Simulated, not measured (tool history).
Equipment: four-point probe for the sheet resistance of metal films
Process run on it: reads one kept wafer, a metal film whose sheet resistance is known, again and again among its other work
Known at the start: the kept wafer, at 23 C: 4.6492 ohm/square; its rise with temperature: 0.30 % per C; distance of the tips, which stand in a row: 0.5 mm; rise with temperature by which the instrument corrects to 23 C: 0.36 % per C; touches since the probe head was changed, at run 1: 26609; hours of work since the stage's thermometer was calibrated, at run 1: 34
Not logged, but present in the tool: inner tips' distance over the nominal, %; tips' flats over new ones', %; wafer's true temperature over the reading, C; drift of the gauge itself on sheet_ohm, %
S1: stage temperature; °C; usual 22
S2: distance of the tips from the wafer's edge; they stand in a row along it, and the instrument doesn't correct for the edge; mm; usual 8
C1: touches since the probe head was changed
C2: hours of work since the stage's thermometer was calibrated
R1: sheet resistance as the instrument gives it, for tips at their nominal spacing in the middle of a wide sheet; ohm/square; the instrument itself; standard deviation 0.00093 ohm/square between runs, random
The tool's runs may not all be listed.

run 1 hour=0 | S1=22 S2=8 | C1=26609 C2=34 | R1=4.653123
run 2 hour=17.4 | S1=22 S2=40 | C1=27246 C2=45 | R1=4.642452
run 3 hour=32.3 | S1=22 S2=4 | C1=27791 C2=55 | R1=4.680916
run 4 hour=47.3 | S1=22 S2=4 | C1=28339 C2=65 | R1=4.682182
run 5 hour=57.3 | S1=28 S2=4 | C1=28706 C2=71 | R1=4.666513
run 6 hour=67.2 | S1=26 S2=4 | C1=29068 C2=78 | R1=4.670889
run 7 hour=83.8 | S1=26 S2=4 | C1=29677 C2=89 | R1=4.669915
run 8 hour=94.8 | S1=26 S2=4 | C1=30080 C2=96 | R1=4.671882
run 9 hour=105.3 | S1=26 S2=4 | C1=30464 C2=103 | R1=4.669399
run 10 hour=114 | S1=26 S2=4 | C1=30782 C2=109 | R1=4.670613
run 11 hour=121.8 | S1=26 S2=4 | C1=31065 C2=114 | R1=4.668877
run 12 hour=135.5 | S1=33 S2=8 | C1=31568 C2=123 | R1=4.622854
run 13 hour=144.7 | S1=33 S2=8 | C1=31905 C2=129 | R1=4.62337
run 14 hour=159.3 | S1=22 S2=38 | C1=32440 C2=139 | R1=4.64056
run 15 hour=167.2 | S1=22 S2=38 | C1=32729 C2=144 | R1=4.642072
run 16 hour=180.8 | S1=22 S2=65 | C1=33225 C2=153 | R1=4.638818
run 17 hour=194.1 | S1=20 S2=12 | C1=33711 C2=162 | R1=4.651361
run 18 hour=202.7 | S1=31 S2=7 | C1=34025 C2=167 | R1=4.62894
run 19 hour=218.2 | S1=32 S2=23 | C1=34595 C2=178 | R1=4.615145
run 20 hour=236.6 | S1=32 S2=23 | C1=35269 C2=190 | R1=4.617025
run 21 hour=248.6 | S1=19 S2=18 | C1=35705 C2=198 | R1=4.649211
run 22 hour=261.4 | S1=19 S2=18 | C1=36175 C2=206 | R1=4.647844
run 23 hour=270.8 | S1=19 S2=18 | C1=36517 C2=212 | R1=4.647953
run 24 hour=286.8 | S1=19 S2=18 | C1=37105 C2=223 | R1=4.648814
run 25 hour=298.7 | S1=21 S2=28 | C1=37538 C2=231 | R1=4.642137
run 26 hour=307.7 | S1=29 S2=9 | C1=37867 C2=237 | R1=4.630404

Consider 3 possible next runs. They are alternatives, not a sequence: every one starts from the tool as it was left by run 26. What does each give?
run A hour=317.5 | S1=26 S2=63 | C1=38225 C2=243 | R1=?
run B hour=317.5 | S1=25 S2=3 | C1=38225 C2=243 | R1=?
run C hour=317.5 | S1=31 S2=24 | C1=38225 C2=243 | R1=?

run=A R1=4.628276
run=B R1=4.698335
run=C R1=4.617065
What these runs would have given with no unlogged condition in the tool:
run=A R1=4.642009
run=B R1=4.712263
run=C R1=4.630753
